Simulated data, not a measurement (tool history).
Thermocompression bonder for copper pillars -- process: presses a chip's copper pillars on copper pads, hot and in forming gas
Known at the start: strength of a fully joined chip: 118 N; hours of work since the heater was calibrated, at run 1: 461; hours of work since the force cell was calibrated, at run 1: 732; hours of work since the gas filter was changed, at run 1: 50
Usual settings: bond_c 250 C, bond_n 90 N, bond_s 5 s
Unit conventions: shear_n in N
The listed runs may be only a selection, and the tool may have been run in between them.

run,hour,bond_c,bond_n,bond_s,hours of work since the heater was calibrated,hours of work since the force cell was calibrated,hours of work since the gas filter was changed,shear_n
1,0,250,90,5,461,732,50,44.4
2,45.2,250,90,5,491,761,80,44.6
3,95.5,250,90,5,524,794,113,42.4
# hour 110.3: force cell calibrated
4,159.9,250,90,5,565,33,154,45.2
# hour 176.9: forming gas filter changed
5,240.6,250,90,5,618,85,42,46.8
6,304,250,90,5,659,127,83,44.8
7,353,250,90,5,692,159,116,43
8,421.6,250,86,5,737,204,161,40.2
# hour 430.2: forming gas filter changed
9,492.3,254,86,5,783,250,41,45.4
10,573.5,254,86,5,836,303,94,43.9
11,631.7,250,90,4,874,342,132,38.8
# hour 683.6: forming gas filter changed
12,683.6,250,90,4,908,375,0,40.8
13,766,250,90,4,962,430,54,40.3
14,844.9,269,90,4,1014,481,106,49.3
15,928.6,250,90,5,1069,536,161,40.2
# hour 937: forming gas filter changed
# hour 950.1: heater calibrated with a thermocouple chip
16,1007.5,250,61,5,38,586,45,32.2
17,1046.6,241,61,5,63,612,71,28.1
18,1130.9,274,61,5,119,668,126,43.3
19,1176.6,250,90,5,149,697,156,42.7
# hour 1192.6: forming gas filter changed
20,1244.5,229,90,4,193,742,34,29
21,1312.2,237,61,4,237,786,79,22.8
# hour 1340.5: force cell calibrated
22,1373.5,226,59,4,277,22,118,20.4
# hour 1450.2: forming gas filter changed
23,1463,226,59,4,335,80,8,20.9
24,1501.7,259,90,9,361,106,34,65.8
25,1559,255,102,4,398,143,71,50.6
26,1643.2,255,108,3,453,198,127,45.9
# hour 1702.6: forming gas filter changed
27,1702.6,255,108,3,492,237,0,48.1
28,1754.4,250,119,5,526,271,34,57
29,1810.1,250,103,5,563,308,71,50.1
30,1853.5,250,90,7,591,336,99,50.3
31,1906.6,279,134,8,626,371,134,88.2
# hour 1956.1: forming gas filter changed
32,1985.1,252,134,3,677,422,19,53
33,2073.1,252,134,3,735,480,77,50.2
34,2159.1,252,134,3,791,536,133,49.6
35,2197.6,245,84,12,817,562,159,49.6
# hour 2209.2: forming gas filter changed
36,2248.6,245,84,12,850,595,26,54.2
37,2314.2,247,86,5,893,638,69,38.5
38,2363.8,269,86,14,926,671,101,70.6

Across each entry between runs, compare the hidden state at the last listed run before it with the hidden state at the first listed run after it:
Between runs 3 and 4: force cell calibrated (hour 110.3)
  true temperature of the bond over the reading, C: -2.4 -> -2.7; force that reaches the chip, % of what is set: 89.8 -> 98.7; oxide that the forming gas leaves, % of the face: 6.22 -> 8.39
  what was measured, less what the result would be without the hidden state, shear_n: -8.4 -> -6.2 N
Between runs 4 and 5: forming gas filter changed (hour 176.9)
  true temperature of the bond over the reading, C: -2.7 -> -3.1; force that reaches the chip, % of what is set: 98.7 -> 98; oxide that the forming gas leaves, % of the face: 8.39 -> 2.51
  what was measured, less what the result would be without the hidden state, shear_n: -6.2 -> -3.8 N
Between runs 8 and 9: forming gas filter changed (hour 430.2)
  true temperature of the bond over the reading, C: -3.9 -> -4.3; force that reaches the chip, % of what is set: 96.5 -> 95.8; oxide that the forming gas leaves, % of the face: 8.31 -> 2.61
  what was measured, less what the result would be without the hidden state, shear_n: -7.3 -> -5.5 N
Between runs 11 and 12: forming gas filter changed (hour 683.6)
  true temperature of the bond over the reading, C: -4.9 -> -5.1; force that reaches the chip, % of what is set: 94.7 -> 94.3; oxide that the forming gas leaves, % of the face: 6.89 -> 0.55
  what was measured, less what the result would be without the hidden state, shear_n: -7.6 -> -5.2 N
Between runs 15 and 16: forming gas filter changed (hour 937); heater calibrated with a thermocouple chip (hour 950.1)
  true temperature of the bond over the reading, C: -6.3 -> 0.2; force that reaches the chip, % of what is set: 92.2 -> 91.7; oxide that the forming gas leaves, % of the face: 8.25 -> 2.68
  what was measured, less what the result would be without the hidden state, shear_n: -10.5 -> -3.3 N
Between runs 19 and 20: forming gas filter changed (hour 1192.6)
  true temperature of the bond over the reading, C: -0.6 -> -0.9; force that reaches the chip, % of what is set: 90.3 -> 89.7; oxide that the forming gas leaves, % of the face: 7.9 -> 2.1
  what was measured, less what the result would be without the hidden state, shear_n: -7.9 -> -4.3 N
Between runs 21 and 22: force cell calibrated (hour 1340.5)
  true temperature of the bond over the reading, C: -1.2 -> -1.5; force that reaches the chip, % of what is set: 89.2 -> 99.5; oxide that the forming gas leaves, % of the face: 4.24 -> 6.21
  what was measured, less what the result would be without the hidden state, shear_n: -4.2 -> -1.9 N
Between runs 22 and 23: forming gas filter changed (hour 1450.2)
  true temperature of the bond over the reading, C: -1.5 -> -1.9; force that reaches the chip, % of what is set: 99.5 -> 98.8; oxide that the forming gas leaves, % of the face: 6.21 -> 1.03
  what was measured, less what the result would be without the hidden state, shear_n: -1.9 -> -1.1 N
Between runs 26 and 27: forming gas filter changed (hour 1702.6)
  true temperature of the bond over the reading, C: -2.8 -> -3.1; force that reaches the chip, % of what is set: 97.3 -> 96.8; oxide that the forming gas leaves, % of the face: 6.83 -> 0.64
  what was measured, less what the result would be without the hidden state, shear_n: -6 -> -3.3 N
Between runs 31 and 32: forming gas filter changed (hour 1956.1)
  true temperature of the bond over the reading, C: -4 -> -4.4; force that reaches the chip, % of what is set: 95.2 -> 94.5; oxide that the forming gas leaves, % of the face: 7.1 -> 1.41
  what was measured, less what the result would be without the hidden state, shear_n: -10.6 -> -5.9 N
Between runs 35 and 36: forming gas filter changed (hour 2209.2)
  true temperature of the bond over the reading, C: -5.4 -> -5.6; force that reaches the chip, % of what is set: 92.7 -> 92.3; oxide that the forming gas leaves, % of the face: 8.23 -> 1.76
  what was measured, less what the result would be without the hidden state, shear_n: -11.5 -> -8.5 N
